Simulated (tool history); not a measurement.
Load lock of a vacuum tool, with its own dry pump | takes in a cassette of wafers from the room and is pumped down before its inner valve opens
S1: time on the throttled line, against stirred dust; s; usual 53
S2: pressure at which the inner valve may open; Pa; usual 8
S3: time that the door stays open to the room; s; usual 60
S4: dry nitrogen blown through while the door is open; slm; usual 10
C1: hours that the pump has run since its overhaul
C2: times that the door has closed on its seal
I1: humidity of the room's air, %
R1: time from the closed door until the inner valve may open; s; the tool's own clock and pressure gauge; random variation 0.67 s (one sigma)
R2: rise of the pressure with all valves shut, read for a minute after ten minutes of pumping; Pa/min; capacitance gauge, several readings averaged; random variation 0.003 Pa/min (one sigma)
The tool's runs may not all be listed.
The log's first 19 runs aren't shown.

run	day	S1	S2	S3	S4	C1	C2	I1	R1	R2
20	155.171	48	8	83	10	6037	41108	44.6	106.8	0.315
21	160.362	78	8	198	7	6162	41664	46.5	127.2	0.35
22	166.554	71	8	25	25	6311	42328	46.6	121.8	0.307
23	171.917	36	11	185	10	6439	42902	47.9	95.7	0.363
24	180.083	53	8	30	5	6635	43777	45.1	110.5	0.335
25	187.608	99	12	52	16	6816	44583	45.9	138.5	0.351
26	193.088	53	8	34	10	6947	45170	48.1	111.2	0.348
27	201.796	38	14	34	10	7156	46103	47.3	96.5	0.356
28	207.55	35	14	34	16	7295	46720	45.5	96.3	0.374
29	218.233	91	14	128	16	7551	47865	44.8	133.6	0.403
30	224.592	91	14	128	16	7704	48546	40.8	133.9	0.399
31	236.558	53	8	60	8	7991	49828	42.7	114.5	0.414
32	247.55	53	8	60	8	8255	51005	46.3	114.7	0.422
33	253.304	53	8	60	8	8393	51622	46.7	116.3	0.426
34	265.454	47	12	142	9	8684	52924	50.5	107.3	0.462
35	276.275	53	8	177	5	8944	54083	46.8	117.1	0.487
36	281.55	30	11	67	28	9071	54648	42.7	98.7	0.454
# day 286.421: dry pump taken out, an overhauled one fitted
37	287.142	87	7	50	11	17	55220	41.5	125.3	0.472

Forecast each of these 3 alternatives for the next run:
A	295.183	53	8	60	44	210	56082	47	?	?
B	295.183	87	7	224	11	210	56082	49.6	?	?
C	295.183	38	8	229	10	210	56082	42.2	?	?

run	R1	R2
A	98.8	0.474
B	123.2	0.523
C	87.7	0.509
Without the tool's hidden state the same runs would have given:
run	R1	R2
A	99.2	0.015
B	123.5	0.061
C	88.3	0.05

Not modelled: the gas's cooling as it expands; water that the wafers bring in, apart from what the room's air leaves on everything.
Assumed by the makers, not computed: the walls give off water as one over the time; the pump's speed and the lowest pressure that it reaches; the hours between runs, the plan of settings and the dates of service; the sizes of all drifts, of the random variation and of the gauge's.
